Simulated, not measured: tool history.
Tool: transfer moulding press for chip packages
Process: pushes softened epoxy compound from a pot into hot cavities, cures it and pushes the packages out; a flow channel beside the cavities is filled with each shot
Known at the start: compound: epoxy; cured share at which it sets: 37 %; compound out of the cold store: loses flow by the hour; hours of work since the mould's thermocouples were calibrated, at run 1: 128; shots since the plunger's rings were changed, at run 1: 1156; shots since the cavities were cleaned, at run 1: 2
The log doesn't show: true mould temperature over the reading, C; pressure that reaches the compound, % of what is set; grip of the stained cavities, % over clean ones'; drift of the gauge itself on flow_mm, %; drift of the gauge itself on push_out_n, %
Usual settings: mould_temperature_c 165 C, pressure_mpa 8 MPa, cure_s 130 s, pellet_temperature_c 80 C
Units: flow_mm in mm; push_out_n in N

run	hour	mould_temperature_c	pressure_mpa	cure_s	pellet_temperature_c	hours of work since the mould's thermocouples were calibrated	shots since the plunger's rings were changed	shots since the cavities were cleaned	incoming compound's hours out of the cold store	flow_mm	push_out_n
1	0	165	8	130	80	128	1156	2	32.9	836	399
2	39.3	165	8	130	80	148	1467	313	39	820	547
3	78.3	165	8	130	80	167	1776	622	28.5	846	681
4	107.7	165	8	130	80	182	2009	855	22.8	863	739
5	139.4	165	8	130	80	198	2260	1106	26.7	841	738
# hour 150.1: cavities cleaned with cleaning compound and waxed
6	163.4	167	8	130	80	209	2438	105	16.3	872	428
# hour 192: plunger's sealing rings changed
7	197.6	167	8	130	80	225	44	356	11.9	893	556
8	221.4	167	8	130	87	237	233	545	28.8	855	597
9	254.4	167	8	130	87	254	494	806	46.3	793	666
10	278.8	167	8	130	87	266	688	1000	36.2	827	672
# hour 301.9: cavities cleaned with cleaning compound and waxed
11	322.1	167	8	130	87	287	1018	160	16.9	874	460
# hour 327: mould's thermocouples calibrated
12	361.1	163	9.73	143	82	17	1312	454	8.6	1005	632
13	388.9	172	8	130	80	31	1532	674	24.6	840	589
14	419.8	172	8	130	80	47	1776	918	24.4	842	618
15	448.9	166	8	156	80	61	2007	1149	34.4	816	659
# hour 453.3: cavities cleaned with cleaning compound and waxed
16	490.4	166	8.8	156	76	81	2324	294	8.1	939	503
# hour 505.7: mould's thermocouples calibrated, once more
17	516.4	169	8.34	138	86	5	2514	484	35.4	835	550
# hour 536.7: plunger's sealing rings changed
18	559.8	169	8.34	138	86	26	183	808	34.7	835	633
19	599.3	169	8.34	138	86	46	496	1121	29.5	853	670
# hour 605.5: cavities cleaned with cleaning compound and waxed
20	633	169	6.23	138	79	62	751	218	31.5	736	476
21	671.8	169	6.23	138	79	81	1058	525	31.2	730	570
22	705.9	169	6.23	138	79	98	1328	795	20.9	757	641

Forecast each of these 4 alternatives for the next run:
A	726.5	165	7.12	135	79	109	1491	958	27.5	?	?
B	726.5	165	8	130	75	109	1491	958	33.3	?	?
C	726.5	165	9.29	130	80	109	1491	958	36.5	?	?
D	726.5	165	6.23	170	86	109	1491	958	41.5	?	?

run	flow_mm	push_out_n
A	807	728
B	839	732
C	886	759
D	717	639
Without the tool's hidden state the same runs would have given:
run	flow_mm	push_out_n
A	818	387
B	851	387
C	898	400
D	726	338

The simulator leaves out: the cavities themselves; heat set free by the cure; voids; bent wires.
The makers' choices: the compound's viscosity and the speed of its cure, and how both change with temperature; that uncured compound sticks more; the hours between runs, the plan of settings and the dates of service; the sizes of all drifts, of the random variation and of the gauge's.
